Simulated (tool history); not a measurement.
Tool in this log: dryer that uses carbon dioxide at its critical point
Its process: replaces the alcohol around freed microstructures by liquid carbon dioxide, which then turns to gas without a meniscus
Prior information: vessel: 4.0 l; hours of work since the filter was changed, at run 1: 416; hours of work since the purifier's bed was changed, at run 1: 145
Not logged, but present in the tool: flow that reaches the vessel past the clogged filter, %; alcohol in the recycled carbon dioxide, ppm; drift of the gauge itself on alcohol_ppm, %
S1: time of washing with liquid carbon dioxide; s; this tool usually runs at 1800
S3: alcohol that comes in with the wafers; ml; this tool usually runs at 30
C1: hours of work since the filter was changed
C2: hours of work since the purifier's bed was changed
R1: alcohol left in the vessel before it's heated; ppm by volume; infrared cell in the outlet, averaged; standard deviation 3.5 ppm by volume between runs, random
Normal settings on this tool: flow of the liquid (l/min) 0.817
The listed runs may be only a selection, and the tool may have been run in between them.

Run 1, hour 0: usual settings; C1 416; C2 145. Result: R1 88 ppm by volume.
Run 2, hour 21.5: usual settings but flow of the liquid (l/min) 1.288; C1 430; C2 159. Result: R1 24 ppm by volume.
Run 3, hour 44.9: usual settings but S3 52 ml; C1 445; C2 175. Result: R1 140 ppm by volume.
At hour 49.8: inlet filter changed.
Run 4, hour 69.2: usual settings but S3 52 ml; C1 13; C2 190. Result: R1 100 ppm by volume.
Run 5, hour 101.7: usual settings but S3 52 ml; C1 34; C2 212. Result: R1 102 ppm by volume.
Run 6, hour 131.5: usual settings but S3 52 ml; C1 54; C2 231. Result: R1 111 ppm by volume.
Run 7, hour 160.8: usual settings but S3 52 ml; C1 73; C2 251. Result: R1 113 ppm by volume.
Run 8, hour 202.7: usual settings; C1 101; C2 279. Result: R1 75 ppm by volume.
Run 9, hour 244.8: usual settings; C1 129; C2 306. Result: R1 80 ppm by volume.
Run 10, hour 287.2: usual settings; C1 157; C2 335. Result: R1 83 ppm by volume.
Run 11, hour 318.5: usual settings but S1 2340 s; C1 178; C2 355. Result: R1 45 ppm by volume.
Run 12, hour 340.2: usual settings but S1 2340 s; C1 192; C2 370. Result: R1 42 ppm by volume.
Run 13, hour 364.4: usual settings but flow of the liquid (l/min) 0.845; C1 208; C2 386. Result: R1 74 ppm by volume.
Run 14, hour 404.2: usual settings but flow of the liquid (l/min) 0.845; C1 235; C2 412. Result: R1 83 ppm by volume.
Run 15, hour 426.7: usual settings but flow of the liquid (l/min) 0.845; C1 249; C2 427. Result: R1 92 ppm by volume.
Run 16, hour 463.5: usual settings but flow of the liquid (l/min) 0.845; C1 274; C2 451. Result: R1 90 ppm by volume.
Run 17, hour 486.4: usual settings but flow of the liquid (l/min) 0.845; C1 289; C2 466. Result: R1 84 ppm by volume.
Run 18, hour 526.6: usual settings but flow of the liquid (l/min) 0.845; C1 316; C2 493. Result: R1 96 ppm by volume.
Run 19, hour 561.8: usual settings but flow of the liquid (l/min) 0.679; C1 339; C2 516. Result: R1 181 ppm by volume.
Run 20, hour 590.2: usual settings but S1 1080 s, S3 48 ml; C1 358; C2 535. Result: R1 735 ppm by volume.
Run 21, hour 624.4: usual settings but S1 1080 s, S3 48 ml; C1 380; C2 558. Result: R1 752 ppm by volume.
Run 22, hour 649.9: usual settings but flow of the liquid (l/min) 1.164, S3 83 ml; C1 397; C2 575. Result: R1 73 ppm by volume.
Run 23, hour 677.2: usual settings but flow of the liquid (l/min) 1.164, S3 83 ml; C1 415; C2 593. Result: R1 78 ppm by volume.
Run 24, hour 698.9: usual settings but flow of the liquid (l/min) 1.164, S3 83 ml; C1 430; C2 607. Result: R1 79 ppm by volume.
At hour 727.4: inlet filter changed.
Run 25, hour 727.4: usual settings but S1 1320 s, flow of the liquid (l/min) 0.78; C1 0; C2 625. Result: R1 258 ppm by volume.
Run 26, hour 755.2: usual settings but S1 1320 s, flow of the liquid (l/min) 0.78; C1 18; C2 644. Result: R1 266 ppm by volume.
Run 27, hour 775.9: usual settings but S1 1320 s, flow of the liquid (l/min) 0.78; C1 32; C2 657. Result: R1 266 ppm by volume.
Run 28, hour 796.4: usual settings but S1 1320 s, flow of the liquid (l/min) 0.78; C1 46; C2 671. Result: R1 269 ppm by volume.
Run 29, hour 829.3: usual settings but S1 1920 s, flow of the liquid (l/min) 1.161, S3 31 ml; C1 67; C2 693. Result: R1 50 ppm by volume.
Run 30, hour 848.4: usual settings but S1 1920 s, flow of the liquid (l/min) 1.161, S3 31 ml; C1 80; C2 705. Result: R1 55 ppm by volume.
Run 31, hour 879.9: usual settings but S1 1920 s, flow of the liquid (l/min) 1.161, S3 31 ml; C1 101; C2 726. Result: R1 61 ppm by volume.
Run 32, hour 897.4: usual settings but S1 2220 s, flow of the liquid (l/min) 0.642, S3 20 ml; C1 113; C2 738. Result: R1 96 ppm by volume.
Run 33, hour 916: usual settings but S1 1440 s, flow of the liquid (l/min) 1.187; C1 125; C2 750. Result: R1 79 ppm by volume.
Run 34, hour 956.3: usual settings but flow of the liquid (l/min) 0.985, S3 59 ml; C1 152; C2 777. Result: R1 101 ppm by volume.
Run 35, hour 992: usual settings but S1 1920 s, flow of the liquid (l/min) 0.874, S3 28 ml; C1 175; C2 800. Result: R1 84 ppm by volume.
Run 36, hour 1017.6: usual settings but S1 1920 s, flow of the liquid (l/min) 0.874, S3 28 ml; C1 192; C2 817. Result: R1 88 ppm by volume.
Run 37, hour 1058.6: usual settings but S1 1260 s, flow of the liquid (l/min) 0.964, S3 110 ml; C1 219; C2 844. Result: R1 572 ppm by volume.

Across each entry between runs, compare the hidden state at the last listed run before it with the hidden state at the first listed run after it:
In the gap between runs 3 and 4: inlet filter changed (hour 49.8)
  flow that reaches the vessel past the clogged filter, %: 91.5 -> 99.4; alcohol in the recycled carbon dioxide, ppm: 17.9 -> 18.9
  measured less the result without the state, R1: +56 -> +17 ppm by volume
In the gap between runs 24 and 25: inlet filter changed (hour 727.4)
  flow that reaches the vessel past the clogged filter, %: 91.4 -> 99.6; alcohol in the recycled carbon dioxide, ppm: 45.6 -> 46.7
  measured less the result without the state, R1: +55 -> +45 ppm by volume
